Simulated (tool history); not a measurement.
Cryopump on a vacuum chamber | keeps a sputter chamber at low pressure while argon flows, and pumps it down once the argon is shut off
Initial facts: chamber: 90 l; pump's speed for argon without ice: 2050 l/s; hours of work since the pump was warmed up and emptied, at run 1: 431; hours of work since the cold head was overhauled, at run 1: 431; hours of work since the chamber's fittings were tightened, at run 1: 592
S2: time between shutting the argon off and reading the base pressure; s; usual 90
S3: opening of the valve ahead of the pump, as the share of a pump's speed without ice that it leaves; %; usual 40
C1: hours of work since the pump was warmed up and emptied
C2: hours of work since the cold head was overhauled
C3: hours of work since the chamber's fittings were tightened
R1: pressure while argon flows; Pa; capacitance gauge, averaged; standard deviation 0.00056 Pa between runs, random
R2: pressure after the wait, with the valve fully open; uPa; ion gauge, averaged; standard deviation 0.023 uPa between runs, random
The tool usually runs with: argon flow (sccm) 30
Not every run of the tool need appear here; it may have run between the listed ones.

run 1 hour=0.0 | argon_flow_(sccm)=30 S2=90 S3=40 | C1=431 C2=431 C3=592 | R1=0.0651 R2=1.15
run 2 hour=18.0 | argon_flow_(sccm)=30 S2=90 S3=40 | C1=438 C2=438 C3=600 | R1=0.0653 R2=1.18
run 3 hour=41.4 | argon_flow_(sccm)=30 S2=90 S3=40 | C1=449 C2=449 C3=610 | R1=0.0644 R2=1.16
run 4 hour=59.8 | argon_flow_(sccm)=15 S2=90 S3=40 | C1=456 C2=456 C3=618 | R1=0.0326 R2=1.20
run 5 hour=77.7 | argon_flow_(sccm)=15 S2=90 S3=40 | C1=464 C2=464 C3=625 | R1=0.0331 R2=1.15
run 6 hour=108.4 | argon_flow_(sccm)=30 S2=109 S3=40 | C1=477 C2=477 C3=638 | R1=0.0664 R2=1.12
run 7 hour=126.4 | argon_flow_(sccm)=30 S2=109 S3=40 | C1=485 C2=485 C3=646 | R1=0.0664 R2=1.07
run 8 hour=157.9 | argon_flow_(sccm)=30 S2=109 S3=40 | C1=498 C2=498 C3=660 | R1=0.0668 R2=1.10
run 9 hour=182.0 | argon_flow_(sccm)=30 S2=109 S3=40 | C1=509 C2=509 C3=670 | R1=0.0654 R2=1.10
run 10 hour=199.9 | argon_flow_(sccm)=30 S2=109 S3=40 | C1=516 C2=516 C3=678 | R1=0.0659 R2=1.14
run 11 hour=227.5 | argon_flow_(sccm)=30 S2=171 S3=40 | C1=528 C2=528 C3=689 | R1=0.0665 R2=0.99
run 12 hour=244.5 | argon_flow_(sccm)=30 S2=171 S3=40 | C1=535 C2=535 C3=697 | R1=0.0661 R2=0.94
run 13 hour=265.6 | argon_flow_(sccm)=20 S2=263 S3=26 | C1=544 C2=544 C3=706 | R1=0.0670 R2=0.88
run 14 hour=287.4 | argon_flow_(sccm)=30 S2=29 S3=59 | C1=554 C2=554 C3=715 | R1=0.0454 R2=2.50
run 15 hour=324.9 | argon_flow_(sccm)=30 S2=29 S3=59 | C1=570 C2=570 C3=731 | R1=0.0470 R2=2.48
run 16 hour=347.4 | argon_flow_(sccm)=13 S2=90 S3=22 | C1=579 C2=579 C3=741 | R1=0.0508 R2=1.29
run 17 hour=387.0 | argon_flow_(sccm)=13 S2=90 S3=22 | C1=596 C2=596 C3=758 | R1=0.0514 R2=1.30
run 18 hour=411.8 | argon_flow_(sccm)=40 S2=47 S3=31 | C1=607 C2=607 C3=768 | R1=0.1132 R2=1.82
run 19 hour=447.2 | argon_flow_(sccm)=16 S2=90 S3=17 | C1=622 C2=622 C3=783 | R1=0.0803 R2=1.27
run 20 hour=484.8 | argon_flow_(sccm)=16 S2=90 S3=17 | C1=638 C2=638 C3=799 | R1=0.0800 R2=1.27
run 21 hour=508.9 | argon_flow_(sccm)=16 S2=90 S3=17 | C1=648 C2=648 C3=810 | R1=0.0809 R2=1.36
run 22 hour=532.1 | argon_flow_(sccm)=16 S2=90 S3=17 | C1=658 C2=658 C3=820 | R1=0.0801 R2=1.38
run 23 hour=568.2 | argon_flow_(sccm)=20 S2=149 S3=21 | C1=674 C2=674 C3=835 | R1=0.0821 R2=1.11
run 24 hour=594.4 | argon_flow_(sccm)=20 S2=149 S3=21 | C1=685 C2=685 C3=846 | R1=0.0824 R2=1.14

Forecast each of these 5 alternatives for the next run:
run A hour=616.1 | argon_flow_(sccm)=30 S2=23 S3=40 | C1=694 C2=694 C3=855 | R1=? R2=?
run B hour=616.1 | argon_flow_(sccm)=34 S2=20 S3=40 | C1=694 C2=694 C3=855 | R1=? R2=?
run C hour=616.1 | argon_flow_(sccm)=21 S2=149 S3=19 | C1=694 C2=694 C3=855 | R1=? R2=?
run D hour=616.1 | argon_flow_(sccm)=18 S2=295 S3=42 | C1=694 C2=694 C3=855 | R1=? R2=?
run E hour=616.1 | argon_flow_(sccm)=16 S2=83 S3=21 | C1=694 C2=694 C3=855 | R1=? R2=?

run=A R1=0.0665 R2=3.10
run=B R1=0.0775 R2=3.38
run=C R1=0.0954 R2=1.15
run=D R1=0.0391 R2=1.00
run=E R1=0.0642 R2=1.43
Take away the tool's hidden state, keep each run's random variation, and the runs would have read:
run=A R1=0.0609 R2=2.43
run=B R1=0.0710 R2=2.72
run=C R1=0.0915 R2=0.49
run=D R1=0.0357 R2=0.34
run=E R1=0.0612 R2=0.77
